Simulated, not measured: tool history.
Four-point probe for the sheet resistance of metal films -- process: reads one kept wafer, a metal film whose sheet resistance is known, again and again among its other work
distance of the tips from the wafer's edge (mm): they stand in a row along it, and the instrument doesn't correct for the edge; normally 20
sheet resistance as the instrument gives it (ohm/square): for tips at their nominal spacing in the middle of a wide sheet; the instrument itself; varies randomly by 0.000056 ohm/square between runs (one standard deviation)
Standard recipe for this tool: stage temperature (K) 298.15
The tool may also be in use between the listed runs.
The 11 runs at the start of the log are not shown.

run	hour	stage temperature (K)	distance of the tips from the wafer's edge (mm)	touches since the probe head was changed	hours of work since the stage's thermometer was calibrated	sheet resistance as the instrument gives it (ohm/square)
12	359.3	295.15	42	46404	952	0.280789
13	397.1	295.15	42	47214	975	0.281011
14	424.4	293.15	20	47800	991	0.281133
15	462.9	293.15	20	48627	1015	0.281201
16	512.5	298.15	20	49690	1045	0.281402
17	536.5	292.15	29	50205	1060	0.280935
18	578.7	292.15	29	51111	1085	0.280989
19	618.6	292.15	29	51968	1110	0.280992
20	644.3	292.15	29	52518	1125	0.280907
21	670.6	302.15	5	53083	1141	0.287237
22	711.7	305.15	20	53963	1166	0.281795
23	734.8	293.15	25	54460	1180	0.281158
24	764.5	293.15	25	55096	1198	0.281154
25	806.4	292.15	26	55996	1224	0.281129
26	836.9	299.15	32	56651	1242	0.281350
27	873.4	299.15	32	57434	1264	0.281371
28	920.8	292.15	6	58451	1293	0.285163
29	960.4	301.15	44	59300	1317	0.281408
30	1010.7	296.15	12	60379	1348	0.282201
31	1032.5	296.15	28	60847	1361	0.281330

5 ways to go on from here, each from the tool as it stands after run 31. What would each give?
A	1060.2	292.15	17	61441	1378	?
B	1060.2	291.15	10	61441	1378	?
C	1060.2	298.15	5	61441	1378	?
D	1060.2	298.15	6	61441	1378	?
E	1060.2	293.15	8	61441	1378	?

run	sheet resistance as the instrument gives it (ohm/square)
A	0.281497
B	0.282389
C	0.287179
D	0.285376
E	0.283352
The same runs, with their run-to-run variation unchanged, on a tool lacking any hidden condition would have given:
run	sheet resistance as the instrument gives it (ohm/square)
A	0.278717
B	0.279600
C	0.284351
D	0.282564
E	0.280555

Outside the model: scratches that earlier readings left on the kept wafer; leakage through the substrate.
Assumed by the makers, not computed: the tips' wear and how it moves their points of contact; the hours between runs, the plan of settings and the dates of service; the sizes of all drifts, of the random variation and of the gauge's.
